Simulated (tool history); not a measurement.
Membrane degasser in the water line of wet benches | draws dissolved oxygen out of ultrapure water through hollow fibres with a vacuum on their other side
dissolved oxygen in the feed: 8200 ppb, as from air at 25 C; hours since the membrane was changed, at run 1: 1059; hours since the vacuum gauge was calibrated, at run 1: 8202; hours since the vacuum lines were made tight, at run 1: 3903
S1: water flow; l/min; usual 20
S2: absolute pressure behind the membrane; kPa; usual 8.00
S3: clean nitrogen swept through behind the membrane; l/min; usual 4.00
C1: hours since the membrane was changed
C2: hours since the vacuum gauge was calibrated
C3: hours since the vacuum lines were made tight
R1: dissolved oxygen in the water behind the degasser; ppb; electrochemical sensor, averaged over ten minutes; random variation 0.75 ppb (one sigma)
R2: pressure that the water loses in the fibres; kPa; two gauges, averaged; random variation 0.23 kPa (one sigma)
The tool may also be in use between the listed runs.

run	day	S1	S2	S3	C1	C2	C3	R1	R2
1	0.000	20	8.00	4.00	1059	8202	3903	69.0	56.11
2	1.579	20	8.00	4.00	1097	8240	3941	69.3	56.33
3	3.446	20	8.00	4.00	1141	8284	3985	69.8	56.21
4	4.433	20	8.00	4.00	1165	8308	4009	68.4	56.25
5	5.325	20	8.00	2.51	1187	8330	4031	102.2	55.89
6	6.817	20	8.00	2.51	1222	8365	4066	99.8	56.27
7	7.662	22	8.00	4.00	1243	8386	4087	82.4	62.15
8	8.850	22	8.00	4.00	1271	8414	4115	81.0	62.05
9	10.767	22	8.00	4.00	1317	8460	4161	79.7	61.78
10	12.221	20	8.00	4.00	1352	8495	4196	67.3	55.97
# day 12.342: vacuum gauge calibrated
11	13.408	20	8.00	4.00	1380	26	4224	70.3	56.04
12	15.462	20	8.00	4.00	1429	75	4273	68.7	56.29
13	16.600	20	8.00	4.00	1457	102	4301	69.0	56.24
14	17.450	20	8.00	4.00	1477	123	4321	69.2	55.92
15	19.279	20	8.00	7.19	1521	166	4365	44.8	56.06
16	20.642	22	8.00	4.00	1554	199	4398	79.4	61.76
17	21.762	22	8.00	4.00	1581	226	4425	80.5	61.69
18	23.758	20	11.94	1.76	1629	274	4473	237.9	56.15
19	24.692	27	8.24	4.00	1651	296	4495	118.5	75.48
20	25.604	29	7.42	8.58	1673	318	4517	81.4	81.70
21	26.833	17	10.19	8.58	1702	348	4546	39.9	47.59
22	27.779	17	10.19	8.58	1725	370	4569	40.1	47.81
23	28.979	17	10.19	8.58	1754	399	4598	39.0	47.91
24	30.975	17	6.08	8.58	1802	447	4646	18.9	47.56
25	32.233	17	6.08	8.58	1832	477	4676	19.2	47.38
26	33.146	17	6.08	8.58	1854	499	4698	19.2	47.68
27	34.438	17	6.08	8.58	1885	530	4729	19.0	48.14
28	36.238	20	8.00	2.73	1928	574	4772	96.8	56.00

5 ways to go on from here, each from the tool as it stands after run 28. What would each give?
A	37.442	23	8.00	4.00	1957	602	4801	?	?
B	37.442	20	8.00	3.49	1957	602	4801	?	?
C	37.442	23	8.00	2.38	1957	602	4801	?	?
D	37.442	23	8.00	2.73	1957	602	4801	?	?
E	37.442	21	18.28	8.00	1957	602	4801	?	?

run	R1	R2
A	85.2	64.73
B	77.4	56.05
C	124.6	64.86
D	113.1	64.17
E	111.3	59.07
Without the tool's hidden state the same runs would have given:
run	R1	R2
A	85.2	64.72
B	77.3	56.04
C	124.5	64.85
D	113.1	64.16
E	111.3	59.06

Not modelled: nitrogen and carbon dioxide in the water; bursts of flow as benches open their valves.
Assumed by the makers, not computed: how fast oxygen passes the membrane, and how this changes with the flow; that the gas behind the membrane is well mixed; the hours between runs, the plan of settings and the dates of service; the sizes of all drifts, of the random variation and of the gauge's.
